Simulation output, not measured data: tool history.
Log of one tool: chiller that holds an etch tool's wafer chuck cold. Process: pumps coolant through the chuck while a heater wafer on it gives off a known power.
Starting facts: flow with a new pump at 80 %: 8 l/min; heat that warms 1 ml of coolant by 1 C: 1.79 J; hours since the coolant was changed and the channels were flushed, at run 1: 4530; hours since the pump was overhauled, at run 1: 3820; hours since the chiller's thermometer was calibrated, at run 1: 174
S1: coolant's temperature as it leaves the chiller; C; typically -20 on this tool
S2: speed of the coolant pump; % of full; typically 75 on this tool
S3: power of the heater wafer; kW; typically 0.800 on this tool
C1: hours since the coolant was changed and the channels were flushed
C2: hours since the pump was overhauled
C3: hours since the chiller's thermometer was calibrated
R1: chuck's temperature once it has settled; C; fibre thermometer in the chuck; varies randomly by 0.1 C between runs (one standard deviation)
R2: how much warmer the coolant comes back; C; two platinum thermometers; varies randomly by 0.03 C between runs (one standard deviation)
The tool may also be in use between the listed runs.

run 1 hour=0.0 | S1=-20 S2=75 S3=0.800 | C1=4530 C2=3820 C3=174 | R1=-10.5 R2=3.59
run 2 hour=72.4 | S1=-20 S2=75 S3=0.800 | C1=4602 C2=3892 C3=246 | R1=-10.6 R2=3.62
run 3 hour=161.7 | S1=-20 S2=75 S3=0.800 | C1=4692 C2=3982 C3=335 | R1=-10.5 R2=3.63
run 4 hour=235.9 | S1=-20 S2=75 S3=0.800 | C1=4766 C2=4056 C3=409 | R1=-10.6 R2=3.63
run 5 hour=285.0 | S1=-20 S2=75 S3=0.800 | C1=4815 C2=4105 C3=459 | R1=-10.5 R2=3.63
run 6 hour=357.1 | S1=-20 S2=75 S3=0.800 | C1=4887 C2=4177 C3=531 | R1=-10.7 R2=3.59
run 7 hour=399.0 | S1=-20 S2=87 S3=0.800 | C1=4929 C2=4219 C3=573 | R1=-11.4 R2=3.12
run 8 hour=465.7 | S1=-20 S2=87 S3=0.800 | C1=4996 C2=4286 C3=639 | R1=-11.5 R2=3.18
run 9 hour=562.7 | S1=-20 S2=87 S3=0.800 | C1=5093 C2=4383 C3=736 | R1=-11.7 R2=3.14
run 10 hour=644.7 | S1=-20 S2=87 S3=0.800 | C1=5175 C2=4465 C3=818 | R1=-11.6 R2=3.09
run 11 hour=728.3 | S1=-20 S2=87 S3=0.800 | C1=5258 C2=4548 C3=902 | R1=-11.6 R2=3.15
run 12 hour=790.9 | S1=-20 S2=87 S3=0.800 | C1=5321 C2=4611 C3=964 | R1=-11.3 R2=3.15
run 13 hour=887.6 | S1=-18 S2=87 S3=0.800 | C1=5418 C2=4707 C3=1061 | R1=-9.5 R2=3.11
run 14 hour=978.7 | S1=-18 S2=87 S3=0.800 | C1=5509 C2=4799 C3=1152 | R1=-9.5 R2=3.12
run 15 hour=1063.4 | S1=-20 S2=66 S3=0.800 | C1=5594 C2=4883 C3=1237 | R1=-9.6 R2=4.25
run 16 hour=1155.2 | S1=-20 S2=66 S3=0.800 | C1=5685 C2=4975 C3=1329 | R1=-9.5 R2=4.29
run 17 hour=1243.7 | S1=-18 S2=98 S3=0.570 | C1=5774 C2=5064 C3=1417 | R1=-12.5 R2=2.04
run 18 hour=1300.9 | S1=-15 S2=62 S3=0.700 | C1=5831 C2=5121 C3=1475 | R1=-5.5 R2=4.01
run 19 hour=1385.3 | S1=-23 S2=62 S3=0.760 | C1=5915 C2=5205 C3=1559 | R1=-12.5 R2=4.31
run 20 hour=1465.6 | S1=-27 S2=66 S3=0.632 | C1=5996 C2=5286 C3=1639 | R1=-18.9 R2=3.40
-- hour=1507.3 coolant changed, channels flushed
run 21 hour=1568.4 | S1=-20 S2=67 S3=0.720 | C1=61 C2=5382 C3=1736 | R1=-10.9 R2=3.82
run 22 hour=1625.2 | S1=-26 S2=66 S3=0.800 | C1=118 C2=5439 C3=1793 | R1=-15.6 R2=4.26
run 23 hour=1667.0 | S1=-26 S2=66 S3=0.800 | C1=160 C2=5481 C3=1835 | R1=-15.5 R2=4.28
run 24 hour=1746.1 | S1=-26 S2=66 S3=0.800 | C1=239 C2=5560 C3=1914 | R1=-15.7 R2=4.31
-- hour=1825.2 gauge calibrated
run 25 hour=1840.3 | S1=-15 S2=61 S3=0.465 | C1=333 C2=5654 C3=2008 | R1=-8.6 R2=2.65
run 26 hour=1934.3 | S1=-15 S2=100 S3=0.465 | C1=427 C2=5748 C3=2102 | R1=-10.6 R2=1.53
run 27 hour=2009.0 | S1=-15 S2=75 S3=0.549 | C1=502 C2=5823 C3=2177 | R1=-8.6 R2=2.47
run 28 hour=2101.1 | S1=-25 S2=75 S3=0.549 | C1=594 C2=5915 C3=2269 | R1=-18.6 R2=2.47
run 29 hour=2178.3 | S1=-27 S2=87 S3=0.639 | C1=671 C2=5992 C3=2346 | R1=-20.3 R2=2.49
run 30 hour=2245.4 | S1=-15 S2=87 S3=0.639 | C1=738 C2=6059 C3=2413 | R1=-8.2 R2=2.49
run 31 hour=2322.2 | S1=-16 S2=61 S3=0.717 | C1=815 C2=6136 C3=2490 | R1=-6.0 R2=4.11

For each run, the measured value with the value that run would have given without the tool's hidden condition subtracted. The run-to-run variation is shared by both, the gauge scatter possibly not:
What the log doesn't record here: heat passed by the chuck's channels, % of clean ones'; flow at a given pump speed, % of a new pump's; coolant's true temperature over the reading, C; drift of the gauge itself on chuck_c, C; drift of the gauge itself on warmer_back_c, C.
run=1 R2=+0.00
run=2 R2=+0.01
run=3 R2=+0.01
run=4 R2=+0.02
run=5 R2=+0.03
run=6 R2=+0.03
run=7 R2=+0.04
run=8 R2=+0.05
run=9 R2=+0.05
run=10 R2=+0.06
run=11 R2=+0.07
run=12 R2=+0.07
run=13 R2=+0.09
run=14 R2=+0.09
run=15 R2=+0.10
run=16 R2=+0.11
run=17 R2=+0.12
run=18 R2=+0.12
run=19 R2=+0.13
run=20 R2=+0.13
run=21 R2=+0.14
run=22 R2=+0.15
run=23 R2=+0.15
run=24 R2=+0.16
run=25 R2=+0.00
run=26 R2=+0.01
run=27 R2=+0.02
run=28 R2=+0.03
run=29 R2=+0.03
run=30 R2=+0.05
run=31 R2=+0.05
R1: within 0.1 C of the measured result in every run.

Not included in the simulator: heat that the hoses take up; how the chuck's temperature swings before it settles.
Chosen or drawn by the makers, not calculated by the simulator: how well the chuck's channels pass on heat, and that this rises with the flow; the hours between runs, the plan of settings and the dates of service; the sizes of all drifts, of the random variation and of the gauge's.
